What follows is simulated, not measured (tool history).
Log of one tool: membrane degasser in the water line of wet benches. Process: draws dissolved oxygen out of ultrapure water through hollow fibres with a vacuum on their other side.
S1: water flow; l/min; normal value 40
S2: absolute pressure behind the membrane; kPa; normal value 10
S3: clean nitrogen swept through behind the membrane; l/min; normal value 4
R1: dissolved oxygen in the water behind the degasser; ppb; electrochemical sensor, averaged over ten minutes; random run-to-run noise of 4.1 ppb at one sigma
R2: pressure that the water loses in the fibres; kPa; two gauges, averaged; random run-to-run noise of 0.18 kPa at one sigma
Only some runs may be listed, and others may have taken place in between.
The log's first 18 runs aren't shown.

| run | hour | S1 | S2 | S3 | R1 | R2 |
|---|---|---|---|---|---|---|
| 19 | 1040.8 | 56 | 7 | 3.17 | 572.1 | 47.64 |
| 20 | 1107.8 | 56 | 7 | 2.14 | 625 | 47.25 |
| 21 | 1154.4 | 63 | 22.5 | 4 | 1075.4 | 53.14 |
| 22 | 1205.1 | 63 | 22.5 | 4 | 1060.3 | 53.54 |
| 23 | 1240.2 | 63 | 22.5 | 8.46 | 796.9 | 53.45 |
| 24 | 1302.6 | 28 | 14.2 | 2.63 | 431.9 | 23.44 |
| 25 | 1372.9 | 28 | 14.2 | 2.63 | 426.6 | 23.77 |
| 26 | 1438.9 | 28 | 14.2 | 2.63 | 435.7 | 23.93 |
| 27 | 1473.1 | 28 | 17.4 | 9.55 | 269.6 | 23.51 |
| 28 | 1536.3 | 34 | 10 | 1.87 | 490.1 | 28.95 |
| 29 | 1573 | 56 | 7.9 | 7.88 | 513.3 | 47.14 |
| 30 | 1626.9 | 44 | 6.2 | 5.08 | 380.5 | 37.36 |

Predict each of these 4 candidate next runs independently; none follows another, all start after run 30:
| A | 1685.5 | 44 | 6.2 | 3.42 | ? | ? |
| B | 1685.5 | 40 | 16.1 | 4 | ? | ? |
| C | 1685.5 | 40 | 10 | 8.32 | ? | ? |
| D | 1685.5 | 44 | 8.6 | 2.37 | ? | ? |

| run | R1 | R2 |
|---|---|---|
| A | 405.3 | 37.47 |
| B | 569.3 | 34.19 |
| C | 358.8 | 34.29 |
| D | 537.9 | 37.49 |
With the hidden condition removed and each run's random variation left untouched, the same runs would have given:
| run | R1 | R2 |
|---|---|---|
| A | 377.3 | 36.6 |
| B | 542.5 | 33.4 |
| C | 334.8 | 33.5 |
| D | 507.8 | 36.62 |
